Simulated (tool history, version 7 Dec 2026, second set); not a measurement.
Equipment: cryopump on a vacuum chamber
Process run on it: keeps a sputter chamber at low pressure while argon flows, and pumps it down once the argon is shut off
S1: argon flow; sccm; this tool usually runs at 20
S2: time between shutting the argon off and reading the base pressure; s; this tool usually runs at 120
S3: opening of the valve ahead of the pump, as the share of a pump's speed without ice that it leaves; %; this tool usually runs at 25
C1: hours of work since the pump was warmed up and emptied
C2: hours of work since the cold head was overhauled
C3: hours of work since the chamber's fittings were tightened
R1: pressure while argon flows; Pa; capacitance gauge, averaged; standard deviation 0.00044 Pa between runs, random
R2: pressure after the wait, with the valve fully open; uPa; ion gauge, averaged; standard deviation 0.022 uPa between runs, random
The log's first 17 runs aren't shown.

| run | hour | S1 | S2 | S3 | C1 | C2 | C3 | R1 | R2 |
|---|---|---|---|---|---|---|---|---|---|
| 18 | 477.0 | 33 | 120 | 32 | 382 | 1597 | 92 | 0.0921 | 0.61 |
|  | 493.3 | pump warmed up, emptied and cooled again |
| 19 | 517.1 | 33 | 120 | 32 | 19 | 1624 | 120 | 0.0855 | 0.56 |
| 20 | 547.2 | 33 | 63 | 32 | 42 | 1648 | 143 | 0.0861 | 0.90 |
| 21 | 586.5 | 33 | 273 | 32 | 73 | 1679 | 174 | 0.0862 | 0.34 |
| 22 | 624.5 | 20 | 232 | 31 | 103 | 1709 | 204 | 0.0539 | 0.43 |
| 23 | 652.8 | 20 | 232 | 31 | 125 | 1731 | 226 | 0.0541 | 0.38 |
| 24 | 679.9 | 36 | 232 | 34 | 147 | 1752 | 248 | 0.0889 | 0.42 |
| 25 | 709.6 | 36 | 232 | 34 | 170 | 1775 | 271 | 0.0889 | 0.43 |
| 26 | 743.3 | 22 | 109 | 25 | 197 | 1802 | 297 | 0.0740 | 0.65 |
| 27 | 771.6 | 22 | 109 | 25 | 219 | 1824 | 320 | 0.0750 | 0.71 |
| 28 | 796.6 | 22 | 109 | 25 | 238 | 1844 | 339 | 0.0751 | 0.67 |
| 29 | 832.0 | 20 | 35 | 25 | 266 | 1872 | 367 | 0.0690 | 1.65 |
| 30 | 856.4 | 13 | 35 | 18 | 285 | 1891 | 386 | 0.0603 | 1.56 |
| 31 | 889.1 | 13 | 35 | 18 | 311 | 1917 | 412 | 0.0623 | 1.63 |
| 32 | 913.4 | 28 | 120 | 53 | 330 | 1936 | 431 | 0.0491 | 0.69 |
| 33 | 932.1 | 9 | 53 | 22 | 345 | 1950 | 446 | 0.0351 | 1.17 |
| 34 | 962.6 | 9 | 53 | 22 | 369 | 1974 | 470 | 0.0358 | 1.20 |

What if the next run were any one of these 3? Each begins from the tool's condition after run 34:
|  | 994.9 | pump warmed up, emptied and cooled again |
| A | 996.1 | 19 | 161 | 22 | 1 | 1997 | 492 | ? | ? |
|  | 994.9 | pump warmed up, emptied and cooled again |
| B | 996.1 | 24 | 46 | 26 | 1 | 1997 | 492 | ? | ? |
|  | 994.9 | pump warmed up, emptied and cooled again |
| C | 996.1 | 20 | 20 | 17 | 1 | 1997 | 492 | ? | ? |

| run | R1 | R2 |
|---|---|---|
| A | 0.0709 | 0.54 |
| B | 0.0760 | 1.23 |
| C | 0.0957 | 2.56 |
Without the tool's hidden state the same runs would have given:
| run | R1 | R2 |
|---|---|---|
| A | 0.0705 | 0.43 |
| B | 0.0755 | 1.12 |
| C | 0.0952 | 2.45 |
